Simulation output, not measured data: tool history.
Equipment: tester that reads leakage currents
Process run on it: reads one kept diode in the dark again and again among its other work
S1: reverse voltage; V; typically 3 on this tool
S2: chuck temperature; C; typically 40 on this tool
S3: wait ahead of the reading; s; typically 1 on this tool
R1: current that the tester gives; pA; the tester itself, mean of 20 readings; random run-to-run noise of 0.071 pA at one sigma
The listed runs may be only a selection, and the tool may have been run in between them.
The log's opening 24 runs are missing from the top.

At hour 5200.8: probe card cleaned and baked.
Run 25, hour 5306.7: usual settings but S1 1.79 V, S2 24 C, S3 3.07 s. Result: R1 3.36 pA.
Run 26, hour 5512: usual settings but S1 1.79 V, S2 24 C, S3 3.07 s. Result: R1 3.64 pA.
Run 27, hour 5772.3: usual settings but S1 6.46 V, S2 28 C, S3 3.07 s. Result: R1 11.08 pA.
Run 28, hour 6040.1: usual settings but S1 5.42 V, S3 3.22 s. Result: R1 24.23 pA.
Run 29, hour 6279.5: usual settings but S1 2.06 V, S2 48 C, S3 3.63 s. Result: R1 25.53 pA.
Run 30, hour 6453.6: usual settings but S1 2.06 V, S2 48 C, S3 3.63 s. Result: R1 25.79 pA.
Run 31, hour 6631.8: usual settings but S1 8.39 V, S2 26 C, S3 4.4 s. Result: R1 14.6 pA.
Run 32, hour 6853.9: usual settings but S1 2.76 V, S2 55 C, S3 4.4 s. Result: R1 50.34 pA.
Run 33, hour 7100.1: usual settings but S1 2.76 V, S2 55 C, S3 0.51 s. Result: R1 52.45 pA.
Run 34, hour 7392.7: usual settings but S1 14.92 V, S2 37 C, S3 0.51 s. Result: R1 54.02 pA.
Run 35, hour 7525.6: usual settings but S1 1.76 V, S2 21 C, S3 3.12 s. Result: R1 4.45 pA.
Run 36, hour 7717: usual settings but S1 1.16 V, S2 38 C, S3 0.46 s. Result: R1 10.62 pA.
Run 37, hour 7904.7: usual settings but S1 7.31 V, S2 22 C, S3 2.73 s. Result: R1 15.43 pA.
Run 38, hour 8084: usual settings but S1 7.31 V, S2 43 C, S3 2.35 s. Result: R1 43.02 pA.
Run 39, hour 8254.4: usual settings but S1 7.31 V, S2 38 C, S3 1.19 s. Result: R1 34.19 pA.

Below are 3 alternative next runs, each starting from the tool's condition after run 39. Predict each:
At hour 8400.7: chuck's temperature calibrated.
Run A, hour 8457.2: usual settings but S1 4.44 V, S3 2.25 s. Result: R1 ?.
At hour 8400.7: chuck's temperature calibrated.
Run B, hour 8457.2: usual settings but S1 18.92 V, S3 4.15 s. Result: R1 ?.
At hour 8400.7: chuck's temperature calibrated.
Run C, hour 8457.2: usual settings but S1 1.69 V, S2 30 C, S3 5.58 s. Result: R1 ?.

run     R1
  A  26.08
  B  68.94
  C   7.52
Stripped of hidden state, with their random variation kept, the same runs would have yielded:
run     R1
  A  19.95
  B   42.4
  C   5.16
